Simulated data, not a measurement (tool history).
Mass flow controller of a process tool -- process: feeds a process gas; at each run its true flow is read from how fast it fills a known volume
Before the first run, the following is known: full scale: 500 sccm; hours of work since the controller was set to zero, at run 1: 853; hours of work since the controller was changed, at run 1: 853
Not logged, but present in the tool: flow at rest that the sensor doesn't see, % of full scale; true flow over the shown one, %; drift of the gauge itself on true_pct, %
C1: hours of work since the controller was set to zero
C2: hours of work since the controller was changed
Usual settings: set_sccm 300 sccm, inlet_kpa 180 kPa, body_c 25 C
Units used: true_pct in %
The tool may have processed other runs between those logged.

{"run": 1, "day": 0.0, "set_sccm": 300, "inlet_kpa": 180, "body_c": 25, "C1": 853, "C2": 853, "true_pct": 98.71}
{"run": 2, "day": 5.654, "set_sccm": 300, "inlet_kpa": 180, "body_c": 21, "C1": 926, "C2": 926, "true_pct": 98.46}
{"run": 3, "day": 8.571, "set_sccm": 300, "inlet_kpa": 180, "body_c": 32, "C1": 964, "C2": 964, "true_pct": 98.83}
{"run": 4, "day": 13.138, "set_sccm": 300, "inlet_kpa": 178, "body_c": 25, "C1": 1023, "C2": 1023, "true_pct": 98.77}
{"run": 5, "day": 16.0, "set_sccm": 76, "inlet_kpa": 178, "body_c": 25, "C1": 1060, "C2": 1060, "true_pct": 98.65}
{"run": 6, "day": 21.8, "set_sccm": 76, "inlet_kpa": 178, "body_c": 25, "C1": 1136, "C2": 1136, "true_pct": 98.8}
{"run": 7, "day": 24.729, "set_sccm": 76, "inlet_kpa": 178, "body_c": 25, "C1": 1174, "C2": 1174, "true_pct": 98.79}
{"run": 8, "day": 30.879, "set_sccm": 76, "inlet_kpa": 178, "body_c": 25, "C1": 1253, "C2": 1253, "true_pct": 98.98}
{"run": 9, "day": 37.467, "set_sccm": 268, "inlet_kpa": 180, "body_c": 25, "C1": 1339, "C2": 1339, "true_pct": 98.56}
{"run": 10, "day": 41.683, "set_sccm": 268, "inlet_kpa": 180, "body_c": 25, "C1": 1393, "C2": 1393, "true_pct": 98.56}
{"run": 11, "day": 46.525, "set_sccm": 268, "inlet_kpa": 180, "body_c": 25, "C1": 1456, "C2": 1456, "true_pct": 98.53}
{"run": 12, "day": 52.829, "set_sccm": 415, "inlet_kpa": 179, "body_c": 35, "C1": 1538, "C2": 1538, "true_pct": 99.58}
{"run": 13, "day": 55.992, "set_sccm": 300, "inlet_kpa": 144, "body_c": 23, "C1": 1579, "C2": 1579, "true_pct": 98.66}
{"run": 14, "day": 61.658, "set_sccm": 300, "inlet_kpa": 144, "body_c": 23, "C1": 1652, "C2": 1652, "true_pct": 98.75}

Forecast run 15:
{"run": 15, "day": 65.271, "set_sccm": 300, "inlet_kpa": 144, "body_c": 23, "C1": 1699, "C2": 1699, "true_pct": "?"}

{"run 15": {"true_pct": 98.64}}
Without the tool's hidden state the same run would have given true_pct 98.66 %.
